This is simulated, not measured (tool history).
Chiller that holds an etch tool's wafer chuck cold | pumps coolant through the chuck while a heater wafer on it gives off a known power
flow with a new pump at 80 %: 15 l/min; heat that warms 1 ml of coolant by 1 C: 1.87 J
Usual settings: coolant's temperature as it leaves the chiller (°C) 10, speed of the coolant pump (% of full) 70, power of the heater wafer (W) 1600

run,hour,coolant's temperature as it leaves the chiller (°C),speed of the coolant pump (% of full),power of the heater wafer (W),chuck's temperature once it has settled (°C),how much warmer the coolant comes back (C)
1,0,10,70,1600,24.1,4.06
2,24.2,10,70,1600,24.1,4.06
3,53,10,70,1600,24.2,4.11
4,84.2,10,70,1600,24.1,4.05
5,117.8,10,70,1600,24,4.16
6,148.2,8,70,1600,22.3,4.08
7,180.6,10,68,1600,24.6,4.29
8,213.9,10,70,1600,24.1,4.13
9,233.1,10,70,1600,24.1,4.17
10,249.9,10,73,1600,24,3.99
11,271.8,3,83,1174,12.6,2.58
12,306.4,3,83,1174,12.5,2.54
13,327.2,3,83,1174,12.8,2.59
14,343.4,6,77,1927,22.5,4.47
15,366.5,10,66,1600,25.1,4.41
16,382,10,91,955,17.7,1.89
17,413.8,6,70,823,13.8,2.15
18,435.7,4,79,1600,17.7,3.66
19,461.8,1,65,984,10.5,2.65
20,490.8,10,63,1447,24.1,4.14

Some steps in chuck's temperature once it has settled (°C) between neighbouring runs. How much of each would the tool show without its hidden state too (settings, what came in, random variation), and how much is left for the hidden state, with any gauge scatter that isn't in both results?
The hidden state here: heat passed by the chuck's channels, % of clean ones'; flow at a given pump speed, % of a new pump's; coolant's true temperature over the reading, C; drift of the gauge itself on chuck_c, C; drift of the gauge itself on warmer_back_c, C.
Run 10 -> 11: coolant's temperature as it leaves the chiller (°C) 10 -> 3, speed of the coolant pump (% of full) 73 -> 83, power of the heater wafer (W) 1600 -> 1174. chuck's temperature once it has settled (°C) -11.4: hidden state -0.3, all else -11.1.
Run 13 -> 14: coolant's temperature as it leaves the chiller (°C) 3 -> 6, speed of the coolant pump (% of full) 83 -> 77, power of the heater wafer (W) 1174 -> 1927. chuck's temperature once it has settled (°C) +9.7: hidden state +0.5, all else +9.2.
Run 15 -> 16: speed of the coolant pump (% of full) 66 -> 91, power of the heater wafer (W) 1600 -> 955. chuck's temperature once it has settled (°C) -7.4: hidden state -0.6, all else -6.8.
Run 19 -> 20: coolant's temperature as it leaves the chiller (°C) 1 -> 10, speed of the coolant pump (% of full) 65 -> 63, power of the heater wafer (W) 984 -> 1447. chuck's temperature once it has settled (°C) +13.6: hidden state +0.5, all else +13.1.
